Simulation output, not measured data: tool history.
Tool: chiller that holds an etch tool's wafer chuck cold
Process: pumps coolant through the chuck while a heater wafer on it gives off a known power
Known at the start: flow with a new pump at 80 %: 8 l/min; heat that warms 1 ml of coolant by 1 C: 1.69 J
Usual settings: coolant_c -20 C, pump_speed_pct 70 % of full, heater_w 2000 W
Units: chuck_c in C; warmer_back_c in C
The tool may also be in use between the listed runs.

run	hour	coolant_c	pump_speed_pct	heater_w	chuck_c	warmer_back_c
1	0.0	-20	70	2000	7.1	10.34
2	47.9	-20	70	2000	6.9	10.31
3	147.8	-18	70	2000	9.1	10.32
4	243.2	-20	70	2000	6.9	10.35
5	335.7	-20	70	2000	7.0	10.29
6	407.1	-20	70	2000	6.9	10.37
7	516.9	-22	70	2000	5.1	10.36
8	581.6	-22	70	2000	4.8	10.38
9	663.8	-17	70	2000	10.1	10.35
10	770.6	-24	70	2000	3.1	10.33
11	821.5	-24	70	2000	2.9	10.29
12	895.8	-24	70	2000	3.0	10.33
13	968.9	-24	70	2000	3.0	10.33
14	1054.6	-20	99	1401	-4.8	4.91
15	1104.5	-20	94	2210	4.7	8.19
16	1206.4	-20	94	2210	4.9	8.17
17	1287.1	-20	85	2125	5.6	8.81
18	1354.0	-20	85	2219	6.5	9.21
19	1446.0	-20	85	2219	6.8	9.24
20	1512.7	-16	91	1405	0.2	5.46
21	1611.8	-25	79	2435	5.5	11.05
22	1673.4	-26	93	2435	1.6	9.15
23	1760.8	-12	66	2130	17.8	11.78
24	1840.8	-12	79	1539	7.3	6.97
25	1895.4	-12	79	1539	7.3	6.92

Forecast each of these 4 alternatives for the next run:
A	1977.7	-14	83	2000	?	?
B	1977.7	-10	76	1519	?	?
C	1977.7	-12	98	1539	?	?
D	1977.7	-12	70	2000	?	?

run	chuck_c	warmer_back_c
A	10.2	8.50
B	9.5	7.21
C	4.8	5.48
D	15.1	10.40
Without the tool's hidden state the same runs would have given:
run	chuck_c	warmer_back_c
A	10.2	8.49
B	9.5	7.21
C	4.8	5.48
D	15.1	10.40
